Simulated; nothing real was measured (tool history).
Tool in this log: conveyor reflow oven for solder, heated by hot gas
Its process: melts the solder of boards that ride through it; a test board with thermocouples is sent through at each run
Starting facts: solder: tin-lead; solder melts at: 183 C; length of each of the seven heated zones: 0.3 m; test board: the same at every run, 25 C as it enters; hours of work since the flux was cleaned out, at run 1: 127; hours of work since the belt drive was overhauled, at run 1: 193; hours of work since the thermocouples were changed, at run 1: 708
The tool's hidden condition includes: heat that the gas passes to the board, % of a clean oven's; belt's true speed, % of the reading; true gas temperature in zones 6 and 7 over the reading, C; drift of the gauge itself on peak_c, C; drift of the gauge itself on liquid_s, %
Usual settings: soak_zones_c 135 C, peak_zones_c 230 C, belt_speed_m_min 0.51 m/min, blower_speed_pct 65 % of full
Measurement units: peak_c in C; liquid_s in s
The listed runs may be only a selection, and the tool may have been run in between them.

| run | hour | soak_zones_c | peak_zones_c | belt_speed_m_min | blower_speed_pct | hours of work since the flux was cleaned out | hours of work since the belt drive was overhauled | hours of work since the thermocouples were changed | peak_c | liquid_s |
|---|---|---|---|---|---|---|---|---|---|---|
| 1 | 0 | 135 | 230 | 0.51 | 65 | 127 | 193 | 708 | 208.9 | 43.7 |
| 2 | 11 | 135 | 230 | 0.51 | 65 | 132 | 198 | 713 | 208.7 | 43.5 |
| 3 | 19.9 | 135 | 230 | 0.51 | 65 | 136 | 202 | 717 | 208.9 | 43.4 |
| 4 | 29.3 | 135 | 230 | 0.51 | 65 | 140 | 206 | 721 | 208.6 | 43.3 |
| 5 | 34.3 | 135 | 230 | 0.51 | 83 | 142 | 208 | 723 | 213.3 | 48.9 |
| 6 | 43 | 124 | 230 | 0.51 | 65 | 146 | 212 | 727 | 205.9 | 37.8 |
| 7 | 53.5 | 124 | 230 | 0.51 | 65 | 151 | 217 | 732 | 206.3 | 37.7 |
| 8 | 58.4 | 135 | 230 | 0.51 | 65 | 153 | 219 | 734 | 208.6 | 43.7 |
| 9 | 65.5 | 135 | 235 | 0.51 | 65 | 156 | 222 | 737 | 212.5 | 47.2 |
| 10 | 72.5 | 135 | 235 | 0.51 | 65 | 159 | 225 | 740 | 212.6 | 47 |
|  | 78.3 | flux residue cleaned out of gas plates and filters |
| 11 | 83.5 | 135 | 235 | 0.51 | 65 | 2 | 228 | 743 | 211.3 | 46.1 |
| 12 | 94.1 | 123 | 230 | 0.51 | 65 | 7 | 232 | 747 | 204.5 | 35.7 |
|  | 100.7 | flux residue cleaned out of gas plates and filters, once more |
| 13 | 108.5 | 135 | 230 | 0.51 | 65 | 3 | 237 | 752 | 209.9 | 45.2 |
| 14 | 113.7 | 135 | 230 | 0.51 | 65 | 6 | 239 | 754 | 210.2 | 45.7 |
| 15 | 122.8 | 144 | 230 | 0.591 | 65 | 10 | 243 | 758 | 207 | 37.1 |
| 16 | 130.6 | 144 | 230 | 0.591 | 61 | 13 | 246 | 761 | 205.3 | 36.3 |
| 17 | 137.7 | 128 | 239 | 0.414 | 65 | 16 | 250 | 765 | 223.4 | 67.5 |
| 18 | 145.5 | 124 | 230 | 0.565 | 65 | 20 | 253 | 768 | 203.3 | 30.6 |
| 19 | 155.7 | 140 | 230 | 0.565 | 52 | 24 | 258 | 773 | 202.3 | 33.5 |
| 20 | 160.7 | 140 | 232 | 0.565 | 52 | 27 | 260 | 775 | 204.1 | 34.3 |
| 21 | 169 | 121 | 226 | 0.436 | 65 | 30 | 263 | 778 | 209.5 | 48.3 |
| 22 | 175.3 | 130 | 235 | 0.49 | 81 | 33 | 266 | 781 | 219 | 53.5 |
| 23 | 186 | 123 | 226 | 0.49 | 89 | 38 | 271 | 786 | 211.7 | 46.5 |
| 24 | 193.3 | 129 | 230 | 0.51 | 65 | 41 | 274 | 789 | 208.4 | 41.9 |
| 25 | 203.7 | 129 | 230 | 0.51 | 65 | 46 | 279 | 794 | 208.5 | 41.6 |

Measured less the same run without the tool's hidden state. The same run-to-run variation is in both; the gauge's scatter may not be:
| run | peak_c | liquid_s |
|---|---|---|
| 1 | +0.4 | +0.2 |
| 2 | +0.3 | +0.2 |
| 3 | +0.3 | +0.2 |
| 4 | +0.3 | +0.2 |
| 5 | +0.3 | +0.1 |
| 6 | +0.1 | -0.1 |
| 7 | +0.1 | -0.1 |
| 8 | +0.2 | +0 |
| 9 | +0.1 | +0.1 |
| 10 | +0.1 | +0 |
| 11 | -0.9 | -1 |
| 12 | -1.1 | -1.5 |
| 13 | +1.7 | +1.9 |
| 14 | +1.7 | +1.9 |
| 15 | +1.6 | +1.7 |
| 16 | +1.6 | +1.7 |
| 17 | +1.8 | +1.7 |
| 18 | +1.6 | +1.8 |
| 19 | +1.5 | +1.9 |
| 20 | +1.5 | +1.8 |
| 21 | +1.7 | +2 |
| 22 | +1.6 | +1.4 |
| 23 | +1.6 | +1.5 |
| 24 | +1.5 | +1.6 |
| 25 | +1.5 | +1.5 |

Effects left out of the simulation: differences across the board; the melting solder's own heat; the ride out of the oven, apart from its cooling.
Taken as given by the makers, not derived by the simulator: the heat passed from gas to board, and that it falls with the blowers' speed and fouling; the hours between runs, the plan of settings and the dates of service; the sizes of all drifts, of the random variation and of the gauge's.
